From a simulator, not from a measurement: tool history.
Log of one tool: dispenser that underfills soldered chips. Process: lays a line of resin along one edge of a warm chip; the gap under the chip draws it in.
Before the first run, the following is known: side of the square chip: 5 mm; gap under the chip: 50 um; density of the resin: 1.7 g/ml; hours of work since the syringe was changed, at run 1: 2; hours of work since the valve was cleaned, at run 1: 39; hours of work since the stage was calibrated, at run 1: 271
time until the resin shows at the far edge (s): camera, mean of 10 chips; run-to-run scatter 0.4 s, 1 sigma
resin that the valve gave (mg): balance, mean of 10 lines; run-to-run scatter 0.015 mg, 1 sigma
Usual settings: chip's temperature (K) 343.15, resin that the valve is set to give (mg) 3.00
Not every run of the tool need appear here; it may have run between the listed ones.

| run | hour | chip's temperature (K) | resin that the valve is set to give (mg) | hours of work since the syringe was changed | hours of work since the valve was cleaned | hours of work since the stage was calibrated | time until the resin shows at the far edge (s) | resin that the valve gave (mg) |
|---|---|---|---|---|---|---|---|---|
| 1 | 0.0 | 343.15 | 3.00 | 2 | 39 | 271 | 28.7 | 2.91 |
|  | 6.2 | new syringe of resin |
| 2 | 9.1 | 343.15 | 3.00 | 2 | 45 | 277 | 27.6 | 2.88 |
| 3 | 13.2 | 343.15 | 3.00 | 5 | 48 | 280 | 30.7 | 2.88 |
|  | 15.6 | new syringe of resin |
| 4 | 21.6 | 343.15 | 2.67 | 4 | 53 | 286 | 30.8 | 2.54 |
|  | 25.2 | new syringe of resin |
| 5 | 26.2 | 336.15 | 3.00 | 1 | 56 | 289 | 35.8 | 2.87 |
| 6 | 30.4 | 336.15 | 3.00 | 4 | 59 | 292 | 39.1 | 2.87 |
|  | 34.5 | new syringe of resin |
| 7 | 34.8 | 336.15 | 3.00 | 0 | 62 | 295 | 35.6 | 2.86 |
| 8 | 41.9 | 336.15 | 3.00 | 5 | 67 | 300 | 41.8 | 2.86 |
|  | 43.6 | new syringe of resin |
| 9 | 47.9 | 336.15 | 3.00 | 3 | 71 | 304 | 37.9 | 2.83 |
|  | 52.8 | new syringe of resin |
| 10 | 52.8 | 336.15 | 3.00 | 0 | 74 | 307 | 35.5 | 2.80 |
|  | 58.9 | dispensing valve cleaned and set on the balance |
| 11 | 61.4 | 343.15 | 3.00 | 5 | 2 | 312 | 30.4 | 2.97 |
|  | 63.2 | new syringe of resin |
| 12 | 70.7 | 343.15 | 3.04 | 5 | 8 | 319 | 31.4 | 3.03 |
|  | 72.4 | new syringe of resin |
| 13 | 78.5 | 352.15 | 3.47 | 4 | 13 | 324 | 19.7 | 3.44 |
|  | 81.5 | new syringe of resin |
| 14 | 87.3 | 356.15 | 2.90 | 4 | 19 | 330 | 17.8 | 2.85 |
|  | 90.8 | new syringe of resin |
| 15 | 93.5 | 356.15 | 2.90 | 2 | 24 | 334 | 16.4 | 2.84 |
|  | 99.9 | new syringe of resin |
| 16 | 99.9 | 339.15 | 3.22 | 0 | 28 | 339 | 30.5 | 3.16 |
| 17 | 105.2 | 339.15 | 3.22 | 4 | 32 | 342 | 34.6 | 3.14 |
|  | 108.7 | new syringe of resin |
| 18 | 112.2 | 339.15 | 3.22 | 2 | 36 | 347 | 33.2 | 3.11 |
|  | 117.9 | new syringe of resin |
| 19 | 120.7 | 343.15 | 3.36 | 2 | 42 | 353 | 26.6 | 3.23 |
|  | 127.0 | new syringe of resin |
| 20 | 130.2 | 343.15 | 3.51 | 2 | 49 | 359 | 28.3 | 3.35 |
|  | 136.5 | new syringe of resin |
| 21 | 138.7 | 338.15 | 3.85 | 2 | 54 | 365 | 32.1 | 3.65 |
| 22 | 144.8 | 346.15 | 3.38 | 6 | 59 | 369 | 26.4 | 3.20 |
|  | 145.7 | new syringe of resin |
|  | 155.1 | new syringe of resin |
| 23 | 155.2 | 338.15 | 2.74 | 0 | 65 | 376 | 33.9 | 2.57 |

Hidden state or all else? Some run-to-run changes of time until the resin shows at the far edge (s), split into what the settings, what came in and random variation would give without the hidden state, and what is left for the hidden state (with any gauge scatter that isn't in both results):
The tool's hidden condition here consists of: resin's viscosity, % of fresh resin's; dose that the valve gives, % of what is set; true chip temperature over the reading, C; drift of the gauge itself on fill_s, %; drift of the gauge itself on given_mg, %.
Run 7 -> 8: no setting touched and nothing written in the log between the runs. time until the resin shows at the far edge (s) +6.2: hidden state +6.2, all else +0.0.
Run 10 -> 11: chip's temperature (K) 336.15 -> 343.15, dispensing valve cleaned and set on the balance. time until the resin shows at the far edge (s) -5.1: hidden state +4.7, all else -9.8.
Run 12 -> 13: chip's temperature (K) 343.15 -> 352.15, resin that the valve is set to give (mg) 3.04 -> 3.47, new syringe of resin. time until the resin shows at the far edge (s) -11.7: hidden state -2.4, all else -9.3.
Run 15 -> 16: chip's temperature (K) 356.15 -> 339.15, resin that the valve is set to give (mg) 2.90 -> 3.22, new syringe of resin. time until the resin shows at the far edge (s) +14.1: hidden state -1.4, all else +15.5.
